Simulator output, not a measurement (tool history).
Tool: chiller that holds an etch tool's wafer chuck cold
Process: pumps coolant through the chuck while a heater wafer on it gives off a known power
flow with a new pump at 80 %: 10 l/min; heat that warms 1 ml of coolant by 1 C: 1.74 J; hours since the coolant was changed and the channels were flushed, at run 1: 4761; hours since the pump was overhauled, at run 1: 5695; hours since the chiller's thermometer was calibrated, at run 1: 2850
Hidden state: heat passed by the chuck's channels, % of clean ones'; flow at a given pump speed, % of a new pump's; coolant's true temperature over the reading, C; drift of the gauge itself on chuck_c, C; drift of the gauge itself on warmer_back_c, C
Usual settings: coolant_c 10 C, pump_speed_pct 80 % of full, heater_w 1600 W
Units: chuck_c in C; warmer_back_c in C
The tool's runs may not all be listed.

run	hour	coolant_c	pump_speed_pct	heater_w	hours since the coolant was changed and the channels were flushed	hours since the pump was overhauled	hours since the chiller's thermometer was calibrated	chuck_c	warmer_back_c
1	0.0	10	80	1600	4761	5695	2850	20.9	5.49
2	102.2	10	80	1600	4863	5797	2952	20.7	5.47
3	258.0	10	61	1600	5019	5953	3108	23.3	7.46
4	345.8	10	61	1600	5107	6040	3196	23.0	7.46
5	503.1	10	61	1600	5264	6198	3353	23.0	7.44
6	678.1	10	61	1600	5439	6373	3528	22.9	7.37
# hour 740.1: chiller's thermometer calibrated
7	847.0	10	80	1600	5607	6541	107	20.9	5.37
8	1009.9	10	80	1600	5770	6704	270	20.8	5.44
9	1121.3	10	80	1600	5881	6815	381	20.8	5.34
10	1270.0	10	80	1600	6030	6964	530	20.8	5.32
11	1415.8	10	80	1600	6176	7109	676	20.8	5.29
12	1544.9	10	80	1600	6305	7239	805	20.8	5.26
# hour 1616.6: coolant changed, channels flushed
13	1636.6	10	80	1736	20	7324	890	21.7	5.77
# hour 1754.1: gauge calibrated
14	1760.7	2	80	1600	144	7448	1015	12.8	5.51
15	1890.1	2	80	1600	273	7578	1144	12.8	5.48
16	2063.0	2	80	1600	446	7751	1317	12.8	5.49
17	2249.5	15	67	1600	633	7937	1503	27.2	6.65
18	2386.1	15	67	1600	769	8074	1640	27.2	6.62
19	2562.0	11	96	1465	945	8250	1816	19.7	3.93
20	2643.2	1	88	1618	1027	8331	1897	11.2	4.85
21	2804.6	1	88	1618	1188	8492	2059	11.3	4.79
22	2977.4	11	88	1499	1361	8665	2231	20.6	4.42
23	3095.2	17	78	2120	1479	8783	2349	31.6	7.31
24	3236.5	14	93	1600	1620	8924	2490	23.6	4.44
25	3319.3	13	92	1953	1703	9007	2573	25.1	5.56
26	3487.8	3	80	1136	1871	9175	2742	10.8	3.64
# hour 3575.2: gauge calibrated
27	3613.7	10	62	1410	1997	9301	2868	21.4	6.46
28	3724.8	2	84	1148	2108	9413	2979	9.4	3.78
29	3817.4	2	84	1148	2201	9505	3071	9.6	3.67
30	3925.4	2	67	1163	2309	9613	3179	10.8	4.85

5 ways to go on from here, each from the tool as it stands after run 30. What would each give?
A	4023.8	10	80	2188	2407	9711	3278	?	?
B	4023.8	2	60	2164	2407	9711	3278	?	?
C	4023.8	10	100	1238	2407	9711	3278	?	?
D	4023.8	13	64	1600	2407	9711	3278	?	?
E	4023.8	14	70	1743	2407	9711	3278	?	?

run	chuck_c	warmer_back_c
A	24.8	7.58
B	19.9	10.28
C	17.1	3.26
D	25.6	7.12
E	26.8	6.86
Without the tool's hidden state the same runs would have given:
run	chuck_c	warmer_back_c
A	24.8	7.65
B	19.9	10.34
C	17.1	3.33
D	25.5	7.19
E	26.8	6.93
